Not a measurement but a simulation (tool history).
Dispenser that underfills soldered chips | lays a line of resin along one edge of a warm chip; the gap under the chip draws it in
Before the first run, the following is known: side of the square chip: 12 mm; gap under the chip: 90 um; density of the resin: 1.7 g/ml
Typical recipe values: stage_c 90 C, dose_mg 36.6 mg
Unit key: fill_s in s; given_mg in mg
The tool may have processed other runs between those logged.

run 1 hour=0.0 | stage_c=90 dose_mg=36.6 | fill_s=94.8 given_mg=35.57
-- hour=4.1 new syringe of resin
run 2 hour=6.0 | stage_c=90 dose_mg=36.6 | fill_s=84.3 given_mg=35.32
run 3 hour=11.9 | stage_c=90 dose_mg=36.6 | fill_s=105.2 given_mg=35.40
-- hour=13.0 new syringe of resin
run 4 hour=19.7 | stage_c=90 dose_mg=36.6 | fill_s=101.5 given_mg=35.23
-- hour=21.7 new syringe of resin
run 5 hour=25.0 | stage_c=90 dose_mg=36.9 | fill_s=89.1 given_mg=35.37
-- hour=30.5 new syringe of resin
run 6 hour=30.5 | stage_c=90 dose_mg=36.6 | fill_s=79.0 given_mg=35.21
-- hour=32.6 dispensing valve cleaned and set on the balance
run 7 hour=39.4 | stage_c=90 dose_mg=46.9 | fill_s=103.4 given_mg=46.78
-- hour=40.8 new syringe of resin
run 8 hour=47.1 | stage_c=90 dose_mg=36.6 | fill_s=97.1 given_mg=36.56
-- hour=49.6 new syringe of resin
run 9 hour=53.1 | stage_c=90 dose_mg=36.6 | fill_s=92.1 given_mg=36.40
-- hour=58.4 new syringe of resin
run 10 hour=59.2 | stage_c=90 dose_mg=36.6 | fill_s=80.9 given_mg=36.47
run 11 hour=66.6 | stage_c=90 dose_mg=36.6 | fill_s=105.3 given_mg=36.24
-- hour=68.0 new syringe of resin
run 12 hour=73.6 | stage_c=90 dose_mg=36.6 | fill_s=93.6 given_mg=36.38
-- hour=76.9 new syringe of resin
run 13 hour=83.7 | stage_c=90 dose_mg=36.6 | fill_s=98.6 given_mg=35.88
-- hour=85.8 new syringe of resin
-- hour=94.6 new syringe of resin
run 14 hour=94.6 | stage_c=94 dose_mg=39.0 | fill_s=66.0 given_mg=38.13
-- hour=103.8 new syringe of resin
run 15 hour=104.0 | stage_c=94 dose_mg=39.0 | fill_s=66.3 given_mg=38.13
run 16 hour=109.0 | stage_c=80 dose_mg=44.8 | fill_s=140.0 given_mg=43.80
-- hour=112.6 new syringe of resin
run 17 hour=119.5 | stage_c=89 dose_mg=36.2 | fill_s=106.2 given_mg=35.08
-- hour=121.3 new syringe of resin
-- hour=130.6 new syringe of resin
run 18 hour=130.9 | stage_c=86 dose_mg=41.9 | fill_s=92.3 given_mg=40.40
run 19 hour=138.5 | stage_c=76 dose_mg=39.4 | fill_s=185.2 given_mg=38.10
-- hour=139.9 new syringe of resin
run 20 hour=147.6 | stage_c=93 dose_mg=37.4 | fill_s=89.4 given_mg=36.17
-- hour=148.6 new syringe of resin
run 21 hour=156.6 | stage_c=93 dose_mg=37.4 | fill_s=89.5 given_mg=35.86
-- hour=158.0 new syringe of resin
-- hour=163.1 dispensing valve cleaned and set on the balance
-- hour=167.8 new syringe of resin
run 22 hour=169.4 | stage_c=93 dose_mg=37.4 | fill_s=71.6 given_mg=37.29
-- hour=177.4 new syringe of resin
run 23 hour=179.7 | stage_c=93 dose_mg=37.4 | fill_s=74.2 given_mg=37.21

Below are 5 alternative next runs, each starting from the tool's condition after run 23. Predict each:
-- hour=186.5 new syringe of resin
run A hour=191.1 | stage_c=76 dose_mg=42.4 | fill_s=? given_mg=?
-- hour=186.5 new syringe of resin
run B hour=191.1 | stage_c=84 dose_mg=37.8 | fill_s=? given_mg=?
-- hour=186.5 new syringe of resin
run C hour=191.1 | stage_c=90 dose_mg=42.8 | fill_s=? given_mg=?
-- hour=186.5 new syringe of resin
run D hour=191.1 | stage_c=79 dose_mg=34.5 | fill_s=? given_mg=?
-- hour=186.5 new syringe of resin
run E hour=191.1 | stage_c=90 dose_mg=47.2 | fill_s=? given_mg=?

run=A fill_s=164.4 given_mg=41.77
run=B fill_s=117.1 given_mg=37.54
run=C fill_s=87.9 given_mg=42.39
run=D fill_s=145.8 given_mg=34.34
run=E fill_s=90.1 given_mg=46.65
Take away the tool's hidden state, keep each run's random variation, and the runs would have read:
run=A fill_s=149.4 given_mg=42.17
run=B fill_s=106.1 given_mg=37.89
run=C fill_s=79.4 given_mg=42.80
run=D fill_s=132.2 given_mg=34.67
run=E fill_s=81.5 given_mg=47.09

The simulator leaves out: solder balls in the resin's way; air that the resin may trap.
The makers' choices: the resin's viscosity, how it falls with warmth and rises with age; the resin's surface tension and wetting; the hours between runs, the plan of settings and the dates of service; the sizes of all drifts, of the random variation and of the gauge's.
